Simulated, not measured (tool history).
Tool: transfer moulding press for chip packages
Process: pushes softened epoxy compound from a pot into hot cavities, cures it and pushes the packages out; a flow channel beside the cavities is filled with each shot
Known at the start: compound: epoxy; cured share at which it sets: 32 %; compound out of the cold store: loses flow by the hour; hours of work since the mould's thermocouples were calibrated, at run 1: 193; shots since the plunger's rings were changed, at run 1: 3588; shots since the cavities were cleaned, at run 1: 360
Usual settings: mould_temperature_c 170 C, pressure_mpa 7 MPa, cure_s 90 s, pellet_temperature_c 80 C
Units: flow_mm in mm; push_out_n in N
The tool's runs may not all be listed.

| run | day | mould_temperature_c | pressure_mpa | cure_s | pellet_temperature_c | hours of work since the mould's thermocouples were calibrated | shots since the plunger's rings were changed | shots since the cavities were cleaned | incoming compound's hours out of the cold store | flow_mm | push_out_n |
|---|---|---|---|---|---|---|---|---|---|---|---|
| 1 | 0 | 170 | 7 | 90 | 80 | 193 | 3588 | 360 | 13.9 | 951 | 595 |
|  | 0.717 | cavities cleaned with cleaning compound and waxed |
| 2 | 1.458 | 165 | 7 | 90 | 80 | 213 | 4001 | 219 | 11.9 | 952 | 1130 |
|  | 2.629 | cavities cleaned with cleaning compound and waxed |
| 3 | 3.267 | 165 | 7 | 90 | 80 | 237 | 4518 | 188 | 26.7 | 900 | 746 |
| 4 | 4.188 | 170 | 7 | 90 | 80 | 250 | 4791 | 461 | 41.2 | 829 | 590 |
|  | 4.596 | cavities cleaned with cleaning compound and waxed |
|  | 5.612 | plunger's sealing rings changed |
| 5 | 5.658 | 170 | 7 | 90 | 80 | 269 | 13 | 283 | 38.4 | 919 | 565 |
|  | 6.529 | cavities cleaned with cleaning compound and waxed |
|  | 7.5 | cavities cleaned with cleaning compound and waxed, once more |
| 6 | 7.5 | 170 | 7 | 90 | 80 | 293 | 522 | 0 | 41.4 | 913 | 471 |
| 7 | 9 | 170 | 7 | 90 | 80 | 314 | 966 | 444 | 45.6 | 872 | 590 |
|  | 9.367 | cavities cleaned with cleaning compound and waxed |
| 8 | 11.112 | 170 | 7 | 90 | 76 | 343 | 1573 | 516 | 16.5 | 987 | 620 |
|  | 11.367 | cavities cleaned with cleaning compound and waxed |
| 9 | 12.271 | 170 | 7 | 90 | 76 | 358 | 1897 | 267 | 13.2 | 982 | 564 |
|  | 13.217 | cavities cleaned with cleaning compound and waxed |
| 10 | 13.762 | 170 | 7 | 90 | 76 | 378 | 2322 | 162 | 41.9 | 882 | 504 |
| 11 | 14.921 | 170 | 7 | 90 | 80 | 395 | 2665 | 505 | 9.6 | 972 | 614 |
|  | 15.117 | cavities cleaned with cleaning compound and waxed |
|  | 16.962 | cavities cleaned with cleaning compound and waxed |
| 12 | 16.962 | 170 | 7 | 90 | 80 | 422 | 3232 | 0 | 33.6 | 895 | 440 |
|  | 18.829 | cavities cleaned with cleaning compound and waxed |
| 13 | 19.038 | 170 | 7 | 90 | 80 | 450 | 3828 | 61 | 16.3 | 944 | 495 |
| 14 | 20.1 | 170 | 7 | 90 | 80 | 465 | 4143 | 376 | 28.2 | 883 | 623 |
|  | 20.733 | cavities cleaned with cleaning compound and waxed |
| 15 | 21.412 | 170 | 7 | 90 | 80 | 483 | 4513 | 201 | 14.8 | 918 | 533 |
|  | 22.7 | cavities cleaned with cleaning compound and waxed |
| 16 | 23.275 | 176 | 7 | 124 | 80 | 508 | 5046 | 171 | 31.8 | 836 | 379 |
|  | 23.796 | plunger's sealing rings changed |
|  | 24.65 | cavities cleaned with cleaning compound and waxed |
| 17 | 24.65 | 175 | 8.27 | 74 | 87 | 525 | 235 | 0 | 24.6 | 1038 | 505 |
| 18 | 26.025 | 175 | 8.27 | 74 | 87 | 545 | 642 | 407 | 39.3 | 982 | 634 |
|  | 26.575 | cavities cleaned with cleaning compound and waxed |
| 19 | 27.104 | 173 | 8.58 | 95 | 74 | 559 | 944 | 156 | 32.4 | 1025 | 414 |
|  | 28.425 | cavities cleaned with cleaning compound and waxed |
| 20 | 28.562 | 172 | 7 | 107 | 80 | 579 | 1357 | 41 | 10 | 994 | 396 |
|  | 30.321 | cavities cleaned with cleaning compound and waxed |
| 21 | 30.321 | 174 | 7.59 | 90 | 80 | 603 | 1860 | 0 | 17.8 | 980 | 383 |
|  | 32.183 | cavities cleaned with cleaning compound and waxed |
| 22 | 32.225 | 174 | 7.59 | 90 | 80 | 629 | 2405 | 12 | 13.9 | 984 | 388 |
| 23 | 33.1 | 174 | 5.29 | 89 | 79 | 641 | 2664 | 271 | 14.6 | 813 | 487 |
|  | 34.038 | cavities cleaned with cleaning compound and waxed |
| 24 | 34.333 | 174 | 5.29 | 89 | 79 | 657 | 3011 | 88 | 31.6 | 762 | 431 |
|  | 35.912 | cavities cleaned with cleaning compound and waxed |
| 25 | 36.388 | 170 | 5.95 | 108 | 87 | 686 | 3601 | 140 | 34.8 | 794 | 402 |
|  | 37.721 | cavities cleaned with cleaning compound and waxed |
| 26 | 37.733 | 170 | 5.95 | 108 | 87 | 704 | 3981 | 3 | 14.8 | 847 | 377 |
| 27 | 38.896 | 162 | 8.43 | 90 | 79 | 720 | 4326 | 348 | 45.6 | 940 | 911 |

3 ways to go on from here, each from the tool as it stands after run 27. What would each give?
|  | 39.267 | mould's thermocouples calibrated |
|  | 39.621 | cavities cleaned with cleaning compound and waxed |
| A | 40.338 | 170 | 7 | 109 | 89 | 14 | 4710 | 214 | 19.4 | ? | ? |
|  | 39.267 | mould's thermocouples calibrated |
|  | 39.621 | cavities cleaned with cleaning compound and waxed |
| B | 40.338 | 169 | 6.7 | 90 | 79 | 14 | 4710 | 214 | 34.2 | ? | ? |
|  | 39.267 | mould's thermocouples calibrated |
|  | 39.621 | cavities cleaned with cleaning compound and waxed |
| C | 40.338 | 170 | 7 | 127 | 80 | 14 | 4710 | 214 | 24.1 | ? | ? |

| run | flow_mm | push_out_n |
|---|---|---|
| A | 903 | 429 |
| B | 840 | 572 |
| C | 885 | 404 |
Without the tool's hidden state the same runs would have given:
| run | flow_mm | push_out_n |
|---|---|---|
| A | 1000 | 357 |
| B | 931 | 481 |
| C | 980 | 335 |
